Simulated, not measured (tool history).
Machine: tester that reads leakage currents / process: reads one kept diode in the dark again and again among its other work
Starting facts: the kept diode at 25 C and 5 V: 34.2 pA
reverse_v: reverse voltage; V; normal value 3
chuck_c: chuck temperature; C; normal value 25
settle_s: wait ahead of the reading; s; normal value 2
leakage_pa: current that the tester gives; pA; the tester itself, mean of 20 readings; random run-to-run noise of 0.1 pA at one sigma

| run | day | reverse_v | chuck_c | settle_s | leakage_pa |
|---|---|---|---|---|---|
| 1 | 0 | 3 | 25 | 2 | 28.96 |
| 2 | 0.867 | 3 | 36 | 2 | 76.84 |
| 3 | 2.225 | 3 | 25 | 0.46 | 29.92 |
| 4 | 3.008 | 3 | 25 | 0.46 | 29.82 |
| 5 | 3.904 | 3 | 25 | 2 | 28.83 |
| 6 | 4.671 | 3 | 25 | 2 | 28.82 |
| 7 | 5.421 | 3 | 25 | 6.69 | 28.6 |
| 8 | 6.104 | 6.34 | 32 | 7.74 | 70.46 |
| 9 | 7.238 | 6.34 | 32 | 4.12 | 70.76 |
| 10 | 7.954 | 18.78 | 21 | 0.94 | 41.45 |
| 11 | 8.575 | 1.86 | 21 | 0.94 | 17.03 |
| 12 | 9.817 | 3.08 | 32 | 0.52 | 55.42 |

What does the tool deliver on the next run?
| 13 | 11 | 3.08 | 32 | 0.52 | ? |

Logged for run 13: leakage_pa 55.56 pA.
The same run, on a tool lacking any hidden state, would have yielded leakage_pa 55.57 pA.

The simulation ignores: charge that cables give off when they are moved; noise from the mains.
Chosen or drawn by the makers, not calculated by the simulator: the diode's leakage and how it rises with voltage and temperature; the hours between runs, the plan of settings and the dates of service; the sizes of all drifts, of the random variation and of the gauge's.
